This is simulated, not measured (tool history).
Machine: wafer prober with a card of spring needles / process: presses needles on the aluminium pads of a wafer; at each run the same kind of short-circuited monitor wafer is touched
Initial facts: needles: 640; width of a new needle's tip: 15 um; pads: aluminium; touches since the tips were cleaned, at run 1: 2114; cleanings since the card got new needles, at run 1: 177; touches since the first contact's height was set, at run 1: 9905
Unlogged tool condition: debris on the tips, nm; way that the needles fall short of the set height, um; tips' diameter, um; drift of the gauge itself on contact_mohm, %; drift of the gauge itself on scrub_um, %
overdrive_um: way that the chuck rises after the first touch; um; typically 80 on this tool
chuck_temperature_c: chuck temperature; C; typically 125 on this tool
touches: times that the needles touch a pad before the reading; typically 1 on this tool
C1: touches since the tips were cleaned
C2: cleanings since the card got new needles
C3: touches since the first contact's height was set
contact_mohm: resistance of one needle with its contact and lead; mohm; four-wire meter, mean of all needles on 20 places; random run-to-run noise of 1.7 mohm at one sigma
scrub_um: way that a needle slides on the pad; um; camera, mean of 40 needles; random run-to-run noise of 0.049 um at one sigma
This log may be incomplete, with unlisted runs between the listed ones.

run 1 hour=0.0 | overdrive_um=80 chuck_temperature_c=125 touches=1 | C1=2114 C2=177 C3=9905 | contact_mohm=174 scrub_um=22.04
-- hour=7.4 tips cleaned on abrasive film
-- hour=17.2 tips cleaned on abrasive film
-- hour=29.4 tips cleaned on abrasive film
-- hour=41.6 tips cleaned on abrasive film
-- hour=53.9 tips cleaned on abrasive film
run 2 hour=59.6 | overdrive_um=80 chuck_temperature_c=125 touches=1 | C1=3693 C2=182 C3=47878 | contact_mohm=173 scrub_um=22.04
-- hour=64.6 tips cleaned on abrasive film
-- hour=74.4 tips cleaned on abrasive film
-- hour=86.6 tips cleaned on abrasive film
-- hour=96.4 tips cleaned on abrasive film
-- hour=108.6 tips cleaned on abrasive film
run 3 hour=109.9 | overdrive_um=80 chuck_temperature_c=125 touches=1 | C1=798 C2=187 C3=79839 | contact_mohm=174 scrub_um=22.04
-- hour=119.7 tips cleaned on abrasive film
-- hour=129.5 tips cleaned on abrasive film
-- hour=139.3 tips cleaned on abrasive film
-- hour=149.1 tips cleaned on abrasive film
-- hour=161.3 tips cleaned on abrasive film
-- hour=171.1 tips cleaned on abrasive film
run 4 hour=178.7 | overdrive_um=80 chuck_temperature_c=62 touches=1 | C1=4885 C2=193 C3=123678 | contact_mohm=159 scrub_um=22.08
-- hour=181.2 tips cleaned on abrasive film
-- hour=181.5 height of the first contact set anew
-- hour=191.3 tips cleaned on abrasive film
-- hour=203.6 tips cleaned on abrasive film
-- hour=213.4 tips cleaned on abrasive film
-- hour=225.6 tips cleaned on abrasive film
-- hour=235.4 tips cleaned on abrasive film
-- hour=247.6 tips cleaned on abrasive film
run 5 hour=252.6 | overdrive_um=80 chuck_temperature_c=125 touches=1 | C1=3208 C2=200 C3=45279 | contact_mohm=176 scrub_um=22.06
-- hour=257.6 tips cleaned on abrasive film
-- hour=269.8 tips cleaned on abrasive film
-- hour=282.0 tips cleaned on abrasive film
-- hour=294.3 tips cleaned on abrasive film
-- hour=304.1 tips cleaned on abrasive film
-- hour=316.3 tips cleaned on abrasive film
-- hour=328.5 tips cleaned on abrasive film
run 6 hour=328.7 | overdrive_um=80 chuck_temperature_c=125 touches=1 | C1=129 C2=207 C3=93712 | contact_mohm=174 scrub_um=22.12
-- hour=338.5 tips cleaned on abrasive film
-- hour=348.3 tips cleaned on abrasive film
-- hour=358.1 tips cleaned on abrasive film
-- hour=370.3 tips cleaned on abrasive film
-- hour=377.9 height of the first contact set anew
-- hour=382.9 tips cleaned on abrasive film
run 7 hour=391.3 | overdrive_um=80 chuck_temperature_c=125 touches=1 | C1=5428 C2=212 C3=8544 | contact_mohm=175 scrub_um=22.08
-- hour=393.9 tips cleaned on abrasive film
-- hour=406.1 tips cleaned on abrasive film
-- hour=418.3 tips cleaned on abrasive film
-- hour=430.5 tips cleaned on abrasive film
-- hour=440.3 tips cleaned on abrasive film
run 8 hour=446.2 | overdrive_um=80 chuck_temperature_c=125 touches=2 | C1=3788 C2=217 C3=43497 | contact_mohm=172 scrub_um=22.12
-- hour=451.2 tips cleaned on abrasive film
-- hour=461.0 tips cleaned on abrasive film
-- hour=473.2 tips cleaned on abrasive film
-- hour=483.0 tips cleaned on abrasive film
-- hour=494.4 tips cleaned on abrasive film
run 9 hour=494.4 | overdrive_um=80 chuck_temperature_c=125 touches=2 | C1=0 C2=222 C3=74091 | contact_mohm=176 scrub_um=22.12
-- hour=506.6 tips cleaned on abrasive film
-- hour=518.8 tips cleaned on abrasive film
-- hour=531.0 tips cleaned on abrasive film
run 10 hour=532.1 | overdrive_um=80 chuck_temperature_c=125 touches=2 | C1=687 C2=225 C3=98150 | contact_mohm=172 scrub_um=22.05
-- hour=541.9 tips cleaned on abrasive film
-- hour=551.7 tips cleaned on abrasive film
-- hour=561.5 tips cleaned on abrasive film
run 11 hour=568.0 | overdrive_um=80 chuck_temperature_c=125 touches=1 | C1=4135 C2=228 C3=120984 | contact_mohm=171 scrub_um=22.02
-- hour=572.9 tips cleaned on abrasive film
-- hour=573.2 height of the first contact set anew
-- hour=585.4 tips cleaned on abrasive film
-- hour=595.2 tips cleaned on abrasive film
-- hour=607.5 tips cleaned on abrasive film
-- hour=618.7 tips cleaned on abrasive film
run 12 hour=618.7 | overdrive_um=63 chuck_temperature_c=89 touches=2 | C1=0 C2=233 C3=28948 | contact_mohm=171 scrub_um=17.32
-- hour=630.9 tips cleaned on abrasive film
-- hour=640.7 tips cleaned on abrasive film
-- hour=650.5 tips cleaned on abrasive film
-- hour=662.7 tips cleaned on abrasive film
-- hour=675.0 tips cleaned on abrasive film
-- hour=684.8 tips cleaned on abrasive film
run 13 hour=685.1 | overdrive_um=63 chuck_temperature_c=89 touches=2 | C1=215 C2=239 C3=71233 | contact_mohm=175 scrub_um=17.39
-- hour=694.9 tips cleaned on abrasive film
-- hour=707.1 tips cleaned on abrasive film
-- hour=716.9 tips cleaned on abrasive film
-- hour=729.2 tips cleaned on abrasive film
-- hour=741.4 tips cleaned on abrasive film
-- hour=751.2 tips cleaned on abrasive film
-- hour=761.0 tips cleaned on abrasive film
run 14 hour=765.7 | overdrive_um=78 chuck_temperature_c=89 touches=2 | C1=3010 C2=246 C3=122544 | contact_mohm=166 scrub_um=21.50
-- hour=768.4 height of the first contact set anew
-- hour=773.4 tips cleaned on abrasive film
-- hour=785.6 tips cleaned on abrasive film
-- hour=797.8 tips cleaned on abrasive film
-- hour=810.0 tips cleaned on abrasive film
-- hour=819.8 tips cleaned on abrasive film
-- hour=829.6 tips cleaned on abrasive film
run 15 hour=830.1 | overdrive_um=80 chuck_temperature_c=50 touches=1 | C1=277 C2=252 C3=39232 | contact_mohm=159 scrub_um=22.00
-- hour=839.9 tips cleaned on abrasive film
-- hour=849.7 tips cleaned on abrasive film
-- hour=861.9 tips cleaned on abrasive film
-- hour=874.2 tips cleaned on abrasive film
-- hour=884.0 tips cleaned on abrasive film
run 16 hour=888.3 | overdrive_um=80 chuck_temperature_c=50 touches=1 | C1=2802 C2=257 C3=76319 | contact_mohm=160 scrub_um=22.07
-- hour=895.7 tips cleaned on abrasive film
-- hour=907.9 tips cleaned on abrasive film
-- hour=920.1 tips cleaned on abrasive film
-- hour=930.0 tips cleaned on abrasive film
run 17 hour=930.6 | overdrive_um=83 chuck_temperature_c=85 touches=2 | C1=407 C2=261 C3=103215 | contact_mohm=167 scrub_um=22.92
-- hour=940.4 tips cleaned on abrasive film
-- hour=950.2 tips cleaned on abrasive film
-- hour=962.4 tips cleaned on abrasive film
-- hour=965.1 height of the first contact set anew
-- hour=974.9 tips cleaned on abrasive film
run 18 hour=980.1 | overdrive_um=83 chuck_temperature_c=85 touches=2 | C1=3314 C2=265 C3=9547 | contact_mohm=167 scrub_um=22.95

Expected results for the next run?
-- hour=985.1 tips cleaned on abrasive film
-- hour=994.9 tips cleaned on abrasive film
-- hour=1007.1 tips cleaned on abrasive film
-- hour=1016.9 tips cleaned on abrasive film
-- hour=1029.1 tips cleaned on abrasive film
run 19 hour=1031.3 | overdrive_um=78 chuck_temperature_c=67 touches=2 | C1=1421 C2=270 C3=42133 | contact_mohm=? scrub_um=?

For run 19 the tool returned contact_mohm 160 mohm, scrub_um 21.62 um.
Minus the tool's unlogged condition, the same run would have read contact_mohm 160 mohm, scrub_um 21.62 um.
